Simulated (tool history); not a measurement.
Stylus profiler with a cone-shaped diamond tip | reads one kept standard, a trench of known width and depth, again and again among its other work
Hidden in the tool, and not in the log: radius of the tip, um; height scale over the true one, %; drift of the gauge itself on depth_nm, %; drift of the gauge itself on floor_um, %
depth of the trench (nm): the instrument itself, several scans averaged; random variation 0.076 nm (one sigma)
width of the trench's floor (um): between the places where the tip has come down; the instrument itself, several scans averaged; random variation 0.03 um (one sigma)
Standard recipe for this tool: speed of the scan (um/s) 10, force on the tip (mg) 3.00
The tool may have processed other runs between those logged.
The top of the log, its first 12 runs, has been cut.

run    hour  speed of the scan (um/s)  force on the tip (mg)  scans with this tip  hours of work since the height scale was calibrated  depth of the trench (nm)  width of the trench's floor (um)
 13   720.0                        10                   6.90                 2471                                                  410                    101.93                             28.58
 14   785.6                        10                   6.90                 2637                                                  438                    101.75                             28.55
 15   830.8                        10                   6.90                 2751                                                  457                    101.85                             28.59
 16   870.2                        10                   4.91                 2851                                                  473                    101.26                             28.57
 17   902.0                        10                   4.91                 2931                                                  487                    101.42                             28.53
 18   936.0                        10                   3.21                 3017                                                  501                    100.87                             28.50
 19  1001.8                        10                   3.21                 3183                                                  529                    101.00                             28.55
 20  1052.0                        10                   3.21                 3310                                                  550                    101.01                             28.56
 21  1112.7                        10                   3.21                 3464                                                  575                    100.90                             28.52
 22  1165.3                        32                   7.65                 3597                                                  597                    101.96                             28.48
 23  1236.7                         6                   1.84                 3777                                                  627                    100.62                             28.53
 24  1297.6                        39                   1.37                 3931                                                  653                    100.39                             28.18
 25  1334.9                         8                   4.40                 4026                                                  668                    101.19                             28.54
 26  1384.4                         2                   3.62                 4151                                                  689                    101.09                             28.54
 27  1445.7                         2                   3.62                 4306                                                  715                    100.95                             28.57
 28  1484.3                         2                   3.62                 4404                                                  731                    100.93                             28.54
 29  1536.9                        16                   2.91                 4537                                                  753                    100.81                             28.46
 30  1592.1                         2                   5.17                 4676                                                  776                    101.32                             28.50
 31  1631.3                        33                   5.17                 4775                                                  793                    101.19                             28.35
 32  1675.9                        18                   3.00                 4888                                                  812                    100.73                             28.39
 33  1753.4                        18                   3.00                 5084                                                  844                    100.72                             28.42
 34  1829.6                        18                   3.00                 5277                                                  876                    100.77                             28.44
 35  1880.7                         6                   3.00                 5406                                                  898                    100.76                             28.48

The next listed run, before its measurement:
 36  1935.4                         7                   4.68                 5544                                                  921                         ?                                 ?

Logged for run 36: depth of the trench (nm) 100.95, width of the trench's floor (um) 28.41.
With no hidden state in the tool, this same run would have given depth of the trench (nm) 101.37, width of the trench's floor (um) 28.66.
